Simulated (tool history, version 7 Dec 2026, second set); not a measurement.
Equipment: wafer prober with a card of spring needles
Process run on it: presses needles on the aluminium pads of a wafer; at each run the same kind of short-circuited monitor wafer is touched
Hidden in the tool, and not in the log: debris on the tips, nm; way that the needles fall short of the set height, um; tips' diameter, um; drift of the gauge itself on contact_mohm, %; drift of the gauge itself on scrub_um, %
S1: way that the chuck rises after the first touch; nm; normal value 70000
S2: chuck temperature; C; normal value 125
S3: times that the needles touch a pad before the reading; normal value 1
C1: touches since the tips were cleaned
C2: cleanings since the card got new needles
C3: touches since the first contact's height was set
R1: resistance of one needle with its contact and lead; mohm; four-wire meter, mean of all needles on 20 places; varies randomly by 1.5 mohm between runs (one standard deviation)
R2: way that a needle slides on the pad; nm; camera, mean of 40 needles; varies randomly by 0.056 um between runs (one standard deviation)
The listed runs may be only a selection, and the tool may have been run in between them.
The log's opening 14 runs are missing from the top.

run   hour     S1   S2  S3    C1  C2     C3   R1     R2
     122.1  -- tips cleaned on abrasive film
 15  131.3  70000   95   1  2651  13  14373  188  19340
     135.7  -- tips cleaned on abrasive film
 16  138.1  70000   32   1   691  14  16289  143  19360
 17  147.2  70000   32   1  3265  14  18863  193  19340
     148.9  -- tips cleaned on abrasive film
     158.1  -- height of the first contact set anew, once more
 18  159.7  63000   28   2  3005  15    465  168  17640
       163  -- tips cleaned on abrasive film
 19  168.8  63000   28   1  1658  16   3021  177  17610
 20  175.5  57000   89   2  3588  16   4951  194  15910
     176.5  -- tips cleaned on abrasive film
 21    188  74000   61   2  3301  17   8500  161  20660
     190.4  -- tips cleaned on abrasive film
 22  198.7  77000   50   1  2394  18  11524  163  21550
     204.5  -- tips cleaned on abrasive film
 23    211  70000  125   1  1849  19  14995  176  19600
     217.8  -- tips cleaned on abrasive film
 24  217.8  70000  125   1     0  20  16922  138  19480
 25  227.6  70000   71   1  2788  20  19710  185  19520
     231.7  -- tips cleaned on abrasive film
 26  239.2  70000   71   1  2119  21  22984  179  19500
     245.3  -- tips cleaned on abrasive film
 27  246.1  70000   71   1   246  22  24951  137  19460
 28    258  81000   80   2  3624  22  28329  158  22600
     258.8  -- tips cleaned on abrasive film
 29  263.2  81000   80   2  1279  23  29807  140  22700
     272.2  -- tips cleaned on abrasive film
 30  272.2  74000   53   2     0  24  32332  126  20630
 31  277.5  70000   61   1  1526  24  33858  164  19410
     285.9  -- tips cleaned on abrasive film
 32  289.3  80000  115   2   959  25  37177  142  22060
     299.4  -- tips cleaned on abrasive film
 33  301.9  77000   27   1   710  26  40768  137  21380

3 options for the next run, each taken on its own from the tool as it stands now. Forecast them:
     313.1  -- tips cleaned on abrasive film
  A  313.2  70000   46   1  50  27  43972   ?   ?
     313.1  -- tips cleaned on abrasive film
  B  313.2  84000   27   3  50  27  43972   ?   ?
     313.1  -- tips cleaned on abrasive film
  C  313.2  70000  122   2  50  27  43972   ?   ?

run   R1     R2
  A  129  19410
  B  117  23380
  C  136  19420
Without the tool's unlogged condition, the same runs would have read:
run   R1     R2
  A  122  19590
  B  115  23560
  C  132  19600

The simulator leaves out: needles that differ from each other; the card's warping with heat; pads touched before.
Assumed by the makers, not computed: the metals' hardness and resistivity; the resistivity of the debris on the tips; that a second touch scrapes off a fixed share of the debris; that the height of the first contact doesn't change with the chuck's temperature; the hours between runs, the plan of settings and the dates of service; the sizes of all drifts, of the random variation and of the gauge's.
